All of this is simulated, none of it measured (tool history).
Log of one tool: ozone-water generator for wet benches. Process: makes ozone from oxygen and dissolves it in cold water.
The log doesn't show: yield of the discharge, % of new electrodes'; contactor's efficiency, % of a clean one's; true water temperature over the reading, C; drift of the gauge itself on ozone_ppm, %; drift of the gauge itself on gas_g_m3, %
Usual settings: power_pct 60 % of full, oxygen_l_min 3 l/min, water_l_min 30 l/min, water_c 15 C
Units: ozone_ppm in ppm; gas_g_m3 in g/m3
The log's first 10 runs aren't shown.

run    hour  power_pct  oxygen_l_min  water_l_min  water_c  hours of work since the electrodes were changed  hours of work since the contactor was cleaned  hours of work since the thermometer was calibrated  ozone_ppm  gas_g_m3
 11     631         60             3           30       15                                             3606                                           4014                                                4014        7.8     136.7
 12   670.9         60             3           32       15                                             3642                                           4051                                                4051        7.3     136.5
 13   722.8         60             3           32       15                                             3690                                           4098                                                4098        7.3     135.2
      731.6  -- water thermometer calibrated
 14   763.5         60             3           32       15                                             3727                                           4135                                                  29        7.3       136
      812.1  -- contactor cleaned
 15   815.8         60             3           32       15                                             3771                                              3                                                  73        7.4     135.1
 16   855.3         60             3           30       15                                             3807                                             39                                                 109        7.9       137
 17   913.3         65          1.64           30       15                                             3860                                             93                                                 162        6.5       177
 18  1002.2         65          1.64           30       15                                             3941                                            174                                                 244        6.4     176.5
       1081  -- water thermometer calibrated, once more
 19  1088.1         65          1.64           30       15                                             4019                                            252                                                   7        6.2     177.4
 20  1140.1         60             3           25       15                                             4067                                            299                                                  54        9.4     134.6
 21    1178         60             3           39        8                                             4101                                            334                                                  89        6.3     135.3
 22  1248.4         86          3.68           42       10                                             4166                                            398                                                 153        8.5     166.2
 23  1310.2         87          3.45           30       14                                             4222                                            455                                                 210       11.2     172.3
 24  1378.1         43          4.17           30       11                                             4284                                            517                                                 272        7.3      93.7
 25  1425.6         60             3           30        8                                             4328                                            560                                                 315        8.2     134.2
 26  1483.9         60             3           30       13                                             4381                                            614                                                 368        8.2     132.7
 27  1522.3         60             3           30       13                                             4416                                            649                                                 403        8.1     134.9
 28  1582.9         70          3.01           30       13                                             4472                                            704                                                 459        9.1       151
 29  1640.7         66          3.01           21        9                                             4524                                            757                                                 512       12.4     146.8
 30    1700         72          3.44           30       15                                             4579                                            811                                                 566        9.8     147.4
 31  1756.2         72          1.87           34       15                                             4630                                            863                                                 617        6.3     180.5
 32  1805.2         72          1.87           34       15                                             4675                                            907                                                 662        6.3     179.7

Forecast each of these 5 alternatives for the next run:
  A  1887.6         60             3           30        9                                             4750                                            983                                                 737          ?         ?
  B  1887.6         72          1.87           34       16                                             4750                                            983                                                 737          ?         ?
  C  1887.6         60             3           30        8                                             4750                                            983                                                 737          ?         ?
  D  1887.6         88          1.75           46       15                                             4750                                            983                                                 737          ?         ?
  E  1887.6         49             2           18       15                                             4750                                            983                                                 737          ?         ?

run  ozone_ppm  gas_g_m3
  A        8.4       134
  B        6.3     179.1
  C        8.1     133.8
  D          5     215.8
  E        9.1     132.2
Without the tool's hidden state the same runs would have given:
run  ozone_ppm  gas_g_m3
  A        9.2     144.9
  B          7     196.2
  C        8.8     144.7
  D        5.6     239.7
  E        9.7     140.9
